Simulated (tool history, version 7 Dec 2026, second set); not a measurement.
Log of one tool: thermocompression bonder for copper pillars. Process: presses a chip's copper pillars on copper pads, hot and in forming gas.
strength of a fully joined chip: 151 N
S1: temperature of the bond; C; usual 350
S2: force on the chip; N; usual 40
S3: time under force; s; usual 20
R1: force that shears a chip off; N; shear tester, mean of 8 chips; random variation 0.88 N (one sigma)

run 1 hour=0.0 | S1=350 S2=40 S3=20 | R1=99.5
run 2 hour=10.2 | S1=350 S2=40 S3=20 | R1=98.9
run 3 hour=30.2 | S1=350 S2=40 S3=20 | R1=100.5
run 4 hour=50.8 | S1=350 S2=29 S3=20 | R1=83.4
run 5 hour=73.3 | S1=350 S2=29 S3=11 | R1=69.4
run 6 hour=84.6 | S1=350 S2=29 S3=11 | R1=68.4

The next listed run, before its measurement:
run 7 hour=99.5 | S1=350 S2=29 S3=11 | R1=?

{"run 7": {"R1": 68.9}}
Without the tool's hidden state the same run would have given R1 68.4 N.
